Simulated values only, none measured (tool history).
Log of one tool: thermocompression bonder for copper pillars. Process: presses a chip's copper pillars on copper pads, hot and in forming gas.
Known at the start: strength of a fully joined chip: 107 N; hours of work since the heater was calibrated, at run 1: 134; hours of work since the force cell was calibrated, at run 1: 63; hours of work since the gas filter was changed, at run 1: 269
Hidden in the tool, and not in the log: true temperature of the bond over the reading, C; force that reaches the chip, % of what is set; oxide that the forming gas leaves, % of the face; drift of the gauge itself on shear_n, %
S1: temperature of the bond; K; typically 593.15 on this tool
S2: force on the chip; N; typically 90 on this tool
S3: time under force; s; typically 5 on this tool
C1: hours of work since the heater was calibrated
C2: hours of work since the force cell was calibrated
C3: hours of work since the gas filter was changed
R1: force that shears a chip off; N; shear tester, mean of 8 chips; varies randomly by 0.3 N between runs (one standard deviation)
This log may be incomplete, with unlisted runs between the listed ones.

run	hour	S1	S2	S3	C1	C2	C3	R1
1	0.0	593.15	90	5	134	63	269	70.1
2	5.9	593.15	90	5	137	66	272	70.9
3	10.7	593.15	90	5	139	68	274	70.0
4	19.0	593.15	90	5	144	73	279	69.9
5	24.8	593.15	90	5	147	76	282	70.1
6	29.1	593.15	90	5	149	78	284	70.1
7	37.2	593.15	90	5	153	82	289	70.3
8	44.6	593.15	90	5	157	86	292	69.5
9	53.3	593.15	90	5	162	91	297	70.5
10	57.7	593.15	90	5	164	93	299	69.4
11	67.7	593.15	90	5	170	98	305	69.7
12	74.0	593.15	90	5	173	102	308	70.2
13	84.0	593.15	65	5	178	107	313	56.2
14	89.0	570.15	90	5	181	110	316	61.0
15	93.2	570.15	84	5	183	112	318	58.0
16	102.0	570.15	84	5	188	117	323	57.8
17	106.0	570.15	84	5	190	119	325	58.0
# hour 108.2: force cell calibrated
18	115.3	570.15	84	5	194	4	329	58.4
19	122.8	570.15	84	5	198	8	333	58.1
20	129.8	570.15	84	5	202	11	337	58.0
21	133.8	570.15	64	5	204	14	339	47.1
22	143.5	594.15	64	7	209	19	344	61.9
23	152.5	569.15	91	7	214	24	349	67.3
# hour 158.1: force cell calibrated, once more
24	158.5	583.15	112	4	216	0	351	69.7
25	166.7	583.15	112	4	220	5	356	70.1
26	173.1	570.15	85	7	224	8	359	63.6
27	181.3	569.15	127	10	228	12	363	83.9
28	188.6	596.15	99	4	232	16	367	69.9
29	193.1	593.15	129	3	234	19	370	73.5
30	202.1	577.15	57	3	239	23	374	37.2
# hour 204.5: forming gas filter changed
31	211.0	619.15	135	3	244	28	3	90.8
32	219.9	619.15	135	3	248	32	8	90.7
33	224.4	599.15	69	3	251	35	11	55.8
34	234.1	572.15	90	4	256	40	16	61.4
35	243.6	619.15	82	4	261	45	21	75.6
36	250.3	619.15	82	4	265	49	24	76.3
37	256.8	597.15	114	5	268	52	28	85.8
38	264.1	622.15	125	13	272	56	32	103.3
39	271.9	607.15	55	6	276	60	36	62.2

Measured less the same run without the tool's hidden state. The same run-to-run variation is in both; the gauge's scatter may not be:
run	R1
1	-3.9
2	-4.0
3	-3.9
4	-4.1
5	-4.1
6	-4.1
7	-4.2
8	-4.2
9	-4.3
10	-4.3
11	-4.5
12	-4.5
13	-3.5
14	-3.8
15	-3.6
16	-3.6
17	-3.7
18	-3.6
19	-3.6
20	-3.6
21	-2.8
22	-4.1
23	-4.6
24	-5.4
25	-5.5
26	-5.0
27	-7.2
28	-5.7
29	-6.2
30	-2.8
31	+0.5
32	+0.5
33	+0.8
34	+0.8
35	+0.5
36	+0.5
37	+0.3
38	-0.6
39	+0.5
